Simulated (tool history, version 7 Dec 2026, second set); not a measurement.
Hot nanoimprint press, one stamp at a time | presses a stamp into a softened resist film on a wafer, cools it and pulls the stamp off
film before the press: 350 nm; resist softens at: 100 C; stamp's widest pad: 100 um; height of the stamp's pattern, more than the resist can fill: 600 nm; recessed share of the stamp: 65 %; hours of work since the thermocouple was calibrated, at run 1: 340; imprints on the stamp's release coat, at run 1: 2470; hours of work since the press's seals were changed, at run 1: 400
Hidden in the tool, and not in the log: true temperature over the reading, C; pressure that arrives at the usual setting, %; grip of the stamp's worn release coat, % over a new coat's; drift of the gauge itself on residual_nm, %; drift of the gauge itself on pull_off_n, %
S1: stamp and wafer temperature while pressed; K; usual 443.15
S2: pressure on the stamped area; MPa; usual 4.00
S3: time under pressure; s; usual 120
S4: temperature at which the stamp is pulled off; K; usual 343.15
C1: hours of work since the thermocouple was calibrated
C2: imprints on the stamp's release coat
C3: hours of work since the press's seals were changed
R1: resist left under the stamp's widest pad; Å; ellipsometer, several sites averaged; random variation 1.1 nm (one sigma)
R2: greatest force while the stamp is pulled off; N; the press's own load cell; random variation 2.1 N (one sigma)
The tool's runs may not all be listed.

run 1 day=0.000 | S1=443.15 S2=4.00 S3=120 S4=343.15 | C1=340 C2=2470 C3=400 | R1=1794 R2=129
-- day=0.654 stamp cleaned and given a new release coat
run 2 day=2.229 | S1=443.15 S2=4.00 S3=218 S4=343.15 | C1=366 C2=111 C3=426 | R1=1469 R2=100
run 3 day=3.788 | S1=443.15 S2=4.00 S3=218 S4=343.15 | C1=387 C2=220 C3=447 | R1=1468 R2=103
run 4 day=5.875 | S1=443.15 S2=4.00 S3=120 S4=350.15 | C1=414 C2=367 C3=474 | R1=1807 R2=82
run 5 day=8.996 | S1=441.15 S2=4.00 S3=120 S4=350.15 | C1=455 C2=586 C3=515 | R1=2006 R2=84
-- day=10.867 press's hydraulic seals changed and the load cell set to zero
run 6 day=11.950 | S1=443.15 S2=4.00 S3=120 S4=343.15 | C1=489 C2=770 C3=14 | R1=1820 R2=106
run 7 day=14.033 | S1=445.15 S2=4.00 S3=120 S4=343.15 | C1=516 C2=917 C3=41 | R1=1657 R2=112
run 8 day=16.754 | S1=443.15 S2=4.00 S3=120 S4=343.15 | C1=552 C2=1108 C3=77 | R1=1835 R2=115
-- day=19.483 plate thermocouple calibrated
run 9 day=19.888 | S1=443.15 S2=4.00 S3=120 S4=343.15 | C1=5 C2=1319 C3=116 | R1=1881 R2=119
run 10 day=22.062 | S1=434.15 S2=4.00 S3=120 S4=343.15 | C1=34 C2=1472 C3=145 | R1=2732 R2=119
run 11 day=24.975 | S1=434.15 S2=4.00 S3=120 S4=343.15 | C1=72 C2=1677 C3=183 | R1=2735 R2=122
run 12 day=27.750 | S1=434.15 S2=4.00 S3=120 S4=343.15 | C1=108 C2=1872 C3=219 | R1=2790 R2=125
run 13 day=29.525 | S1=434.15 S2=4.00 S3=120 S4=343.15 | C1=131 C2=1996 C3=243 | R1=2780 R2=128
run 14 day=31.321 | S1=434.15 S2=4.00 S3=120 S4=343.15 | C1=155 C2=2123 C3=266 | R1=2777 R2=130
run 15 day=34.425 | S1=434.15 S2=4.00 S3=120 S4=343.15 | C1=196 C2=2341 C3=307 | R1=2756 R2=133
-- day=36.158 plate thermocouple calibrated, once more
run 16 day=36.304 | S1=455.15 S2=4.49 S3=120 S4=342.15 | C1=2 C2=2464 C3=330 | R1=871 R2=126
-- day=37.142 stamp cleaned and given a new release coat
run 17 day=38.008 | S1=439.15 S2=4.00 S3=120 S4=333.15 | C1=21 C2=61 C3=349 | R1=2046 R2=128
run 18 day=41.154 | S1=438.15 S2=3.76 S3=120 S4=351.15 | C1=62 C2=282 C3=390 | R1=2228 R2=73
run 19 day=42.979 | S1=438.15 S2=3.76 S3=120 S4=351.15 | C1=86 C2=411 C3=414 | R1=2238 R2=72
run 20 day=45.129 | S1=438.15 S2=3.76 S3=120 S4=351.15 | C1=114 C2=562 C3=442 | R1=2238 R2=77
run 21 day=48.046 | S1=434.15 S2=2.58 S3=128 S4=341.15 | C1=152 C2=767 C3=480 | R1=2858 R2=110
run 22 day=49.992 | S1=443.15 S2=4.00 S3=120 S4=335.15 | C1=178 C2=903 C3=505 | R1=1756 R2=132
run 23 day=51.929 | S1=443.15 S2=4.00 S3=125 S4=337.15 | C1=203 C2=1039 C3=531 | R1=1721 R2=128
-- day=52.575 press's hydraulic seals changed and the load cell set to zero
run 24 day=53.871 | S1=434.15 S2=2.84 S3=153 S4=332.15 | C1=224 C2=1153 C3=17 | R1=2731 R2=145
run 25 day=56.667 | S1=448.15 S2=2.84 S3=153 S4=332.15 | C1=261 C2=1349 C3=54 | R1=1498 R2=153
run 26 day=58.550 | S1=443.15 S2=4.00 S3=143 S4=346.15 | C1=285 C2=1481 C3=78 | R1=1662 R2=104
run 27 day=61.625 | S1=440.15 S2=2.65 S3=129 S4=331.15 | C1=326 C2=1697 C3=118 | R1=2356 R2=161
run 28 day=64.562 | S1=440.15 S2=2.65 S3=129 S4=331.15 | C1=364 C2=1904 C3=157 | R1=2364 R2=166
run 29 day=66.542 | S1=440.15 S2=2.65 S3=129 S4=331.15 | C1=390 C2=2043 C3=183 | R1=2390 R2=162

3 ways to go on from here, each from the tool as it stands after run 29. What would each give?
run A day=69.892 | S1=440.15 S2=2.65 S3=129 S4=349.15 | C1=434 C2=2279 C3=227 | R1=? R2=?
run B day=69.892 | S1=449.15 S2=2.65 S3=129 S4=331.15 | C1=434 C2=2279 C3=227 | R1=? R2=?
run C day=69.892 | S1=443.15 S2=4.00 S3=112 S4=339.15 | C1=434 C2=2279 C3=227 | R1=? R2=?

run=A R1=2395 R2=105
run=B R1=1630 R2=170
run=C R1=1832 R2=146
Without the tool's hidden state the same runs would have given:
run=A R1=2303 R2=79
run=B R1=1553 R2=129
run=C R1=1742 R2=110
